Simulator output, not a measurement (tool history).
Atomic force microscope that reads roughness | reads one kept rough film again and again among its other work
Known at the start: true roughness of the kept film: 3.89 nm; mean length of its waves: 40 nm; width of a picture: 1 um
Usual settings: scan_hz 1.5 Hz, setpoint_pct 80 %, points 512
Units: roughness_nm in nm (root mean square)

run    hour  scan_hz  setpoint_pct  points  roughness_nm
  1       0      1.5            80     512         3.374
  2    43.7      1.5            80     512          3.09
  3    81.8      1.5            80     512         2.839
       90.3  -- new tip fitted
  4   127.5      1.5            56     512         3.257
  5   165.7      1.5            56     512         2.973
      179.4  -- new tip fitted
  6   200.3      1.5            56     512         3.325
  7   226.8      1.5            56     512         3.173
  8   251.2      1.5            74     512         2.894
      270.4  -- new tip fitted
  9   285.5      1.5            74     512         3.331
 10   342.1      1.5            80     512         2.862
      359.7  -- new tip fitted
 11   372.9     0.52            80     512         3.421
 12   421.5     0.52            80     512         3.073
      449.6  -- new tip fitted
 13   449.6     0.52            80     512         3.545
 14   493.2      1.5            65     512         3.171
 15   516.3      1.5            65     512         3.057
      539.1  -- new tip fitted
 16   568.5      1.5            65     512         3.232
 17   610.9      1.5            65     512         2.976
      627.9  -- new tip fitted
 18   641.9      1.5            59     323         3.391
 19   681.7      1.5            59     323         3.121
      717.5  -- new tip fitted
 20   737.5     0.73            87     323          3.25
 21     782     0.73            83     323         3.027
        808  -- new tip fitted
 22   822.3     0.73            83     323         3.304
 23   850.1      1.5            80     569         3.035
      897.5  -- new tip fitted
 24   897.9      1.5            57     313         3.524
 25   953.7     0.69            68     471         3.099
      986.4  -- new tip fitted
 26   986.4      1.5            63     306         3.498
 27  1040.4     0.85            89     681         2.991
 28  1067.9     0.85            89     681         2.832

The next listed run, before its measurement:
     1076.3  -- new tip fitted
 29  1120.9     2.19            68     300             ?

Run 29 gave roughness_nm 3.029 nm (root mean square).
Without the tool's hidden state the same run would have given roughness_nm 3.412 nm (root mean square).

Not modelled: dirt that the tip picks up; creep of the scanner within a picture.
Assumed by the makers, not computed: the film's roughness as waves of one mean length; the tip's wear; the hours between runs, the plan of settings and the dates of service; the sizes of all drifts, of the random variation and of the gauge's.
